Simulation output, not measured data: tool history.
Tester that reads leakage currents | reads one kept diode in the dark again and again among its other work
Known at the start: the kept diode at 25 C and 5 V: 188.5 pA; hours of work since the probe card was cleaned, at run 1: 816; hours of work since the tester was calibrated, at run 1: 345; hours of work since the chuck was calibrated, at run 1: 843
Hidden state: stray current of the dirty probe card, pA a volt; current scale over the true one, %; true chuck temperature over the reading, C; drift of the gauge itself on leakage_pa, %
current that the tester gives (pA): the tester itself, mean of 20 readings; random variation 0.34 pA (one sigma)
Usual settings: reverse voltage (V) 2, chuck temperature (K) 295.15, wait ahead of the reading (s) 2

| run | day | reverse voltage (V) | chuck temperature (K) | wait ahead of the reading (s) | hours of work since the probe card was cleaned | hours of work since the tester was calibrated | hours of work since the chuck was calibrated | current that the tester gives (pA) |
|---|---|---|---|---|---|---|---|---|
| 1 | 0 | 2 | 295.15 | 2 | 816 | 345 | 843 | 109.6 |
| 2 | 0.65 | 2 | 295.15 | 2 | 825 | 354 | 852 | 109.33 |
| 3 | 2.012 | 2 | 295.15 | 2 | 844 | 373 | 871 | 109.93 |
| 4 | 2.696 | 2 | 295.15 | 2 | 854 | 383 | 881 | 109.6 |
| 5 | 3.712 | 2 | 295.15 | 2 | 868 | 397 | 895 | 109.43 |
| 6 | 4.562 | 2 | 295.15 | 2 | 880 | 408 | 906 | 109.27 |
| 7 | 5.375 | 2 | 295.15 | 2 | 891 | 420 | 918 | 109.34 |
| 8 | 6.508 | 2 | 330.15 | 2 | 907 | 436 | 934 | 1414.45 |
|  | 7.617 | chuck's temperature calibrated |
| 9 | 7.858 | 2 | 330.15 | 2 | 925 | 453 | 3 | 1489.43 |
| 10 | 8.629 | 2 | 295.15 | 0.75 | 935 | 464 | 14 | 116.51 |
| 11 | 9.525 | 2 | 295.15 | 0.75 | 948 | 476 | 27 | 115.38 |
| 12 | 10.612 | 1.37 | 295.15 | 2 | 963 | 492 | 42 | 102.53 |
| 13 | 11.642 | 2 | 295.15 | 2 | 977 | 506 | 56 | 116.13 |
| 14 | 12.938 | 2 | 295.15 | 2 | 995 | 524 | 74 | 116.31 |
|  | 13.125 | tester calibrated |
| 15 | 14.008 | 2 | 295.15 | 0.49 | 1009 | 12 | 88 | 116.5 |
| 16 | 15.058 | 2 | 332.15 | 2 | 1024 | 27 | 102 | 1686.61 |
| 17 | 16.4 | 11.56 | 295.15 | 0.68 | 1042 | 46 | 121 | 213.89 |
| 18 | 17.346 | 14.34 | 319.15 | 1.26 | 1056 | 59 | 134 | 1300.4 |
| 19 | 18.45 | 14.34 | 319.15 | 1.26 | 1071 | 74 | 150 | 1299.72 |
|  | 18.838 | tester calibrated, once more |
| 20 | 19.325 | 14.34 | 319.15 | 1.26 | 1082 | 7 | 161 | 1290.65 |
| 21 | 20.792 | 14.34 | 295.15 | 0.3 | 1102 | 27 | 181 | 232.8 |
| 22 | 22.096 | 14.34 | 295.15 | 3.42 | 1121 | 45 | 199 | 228.5 |
| 23 | 23.175 | 7.5 | 320.15 | 5.88 | 1136 | 60 | 214 | 1119.58 |
| 24 | 24.417 | 2 | 296.15 | 0.38 | 1153 | 78 | 232 | 125.1 |
| 25 | 25.192 | 5.51 | 295.15 | 0.85 | 1164 | 88 | 242 | 162.9 |
| 26 | 25.892 | 6.08 | 305.15 | 8.22 | 1173 | 98 | 252 | 357.93 |

Hidden state or all else? Some run-to-run changes of current that the tester gives (pA), split into what the settings, what came in and random variation would give without the hidden state, and what is left for the hidden state (with any gauge scatter that isn't in both results):
Run 7 -> 8: chuck temperature (K) 295.15 -> 330.15. current that the tester gives (pA) +1305.11: hidden state -49.81, all else +1354.92.
Run 8 -> 9: chuck's temperature calibrated. current that the tester gives (pA) +74.98: hidden state +69.11, all else +5.87.
Run 15 -> 16: chuck temperature (K) 295.15 -> 332.15, wait ahead of the reading (s) 0.49 -> 2. current that the tester gives (pA) +1570.11: hidden state +10.89, all else +1559.22.
Run 16 -> 17: reverse voltage (V) 2 -> 11.56, chuck temperature (K) 332.15 -> 295.15, wait ahead of the reading (s) 2 -> 0.68. current that the tester gives (pA) -1472.72: hidden state +5.48, all else -1478.2.
